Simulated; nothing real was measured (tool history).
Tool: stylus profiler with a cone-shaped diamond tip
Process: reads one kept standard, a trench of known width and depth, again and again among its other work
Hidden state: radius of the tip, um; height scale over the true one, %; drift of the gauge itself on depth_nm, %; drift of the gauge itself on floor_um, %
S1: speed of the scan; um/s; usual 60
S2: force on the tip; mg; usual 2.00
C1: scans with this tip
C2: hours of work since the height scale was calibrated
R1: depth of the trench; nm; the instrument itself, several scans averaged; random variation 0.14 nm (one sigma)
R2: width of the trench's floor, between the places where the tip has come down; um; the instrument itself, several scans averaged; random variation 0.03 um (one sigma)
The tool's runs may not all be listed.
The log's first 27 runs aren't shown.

run 28 hour=1017.5 | S1=20 S2=5.07 | C1=3641 C2=774 | R1=514.08 R2=16.95
run 29 hour=1067.2 | S1=62 S2=5.81 | C1=3817 C2=811 | R1=515.04 R2=16.85
run 30 hour=1116.5 | S1=62 S2=5.81 | C1=3992 C2=849 | R1=515.14 R2=16.77
run 31 hour=1157.6 | S1=131 S2=1.84 | C1=4138 C2=880 | R1=507.24 R2=16.43
run 32 hour=1207.6 | S1=46 S2=2.00 | C1=4316 C2=917 | R1=507.04 R2=16.79
run 33 hour=1241.4 | S1=55 S2=1.95 | C1=4436 C2=943 | R1=507.46 R2=16.74
run 34 hour=1265.8 | S1=60 S2=1.53 | C1=4523 C2=961 | R1=506.30 R2=16.74
run 35 hour=1289.0 | S1=176 S2=2.61 | C1=4605 C2=979 | R1=508.52 R2=16.33
run 36 hour=1325.8 | S1=176 S2=2.61 | C1=4736 C2=1007 | R1=509.17 R2=16.31
run 37 hour=1369.9 | S1=59 S2=2.00 | C1=4893 C2=1040 | R1=507.46 R2=16.75

5 ways to go on from here, each from the tool as it stands after run 37. What would each give?
run A hour=1398.9 | S1=64 S2=2.00 | C1=4996 C2=1062 | R1=? R2=?
run B hour=1398.9 | S1=26 S2=0.86 | C1=4996 C2=1062 | R1=? R2=?
run C hour=1398.9 | S1=60 S2=2.48 | C1=4996 C2=1062 | R1=? R2=?
run D hour=1398.9 | S1=127 S2=2.00 | C1=4996 C2=1062 | R1=? R2=?
run E hour=1398.9 | S1=113 S2=4.32 | C1=4996 C2=1062 | R1=? R2=?

run=A R1=507.58 R2=16.73
run=B R1=504.20 R2=16.82
run=C R1=508.83 R2=16.77
run=D R1=507.61 R2=16.48
run=E R1=512.40 R2=16.62
Without the tool's hidden state the same runs would have given:
run=A R1=507.59 R2=16.73
run=B R1=504.21 R2=16.82
run=C R1=508.84 R2=16.78
run=D R1=507.61 R2=16.48
run=E R1=512.41 R2=16.62
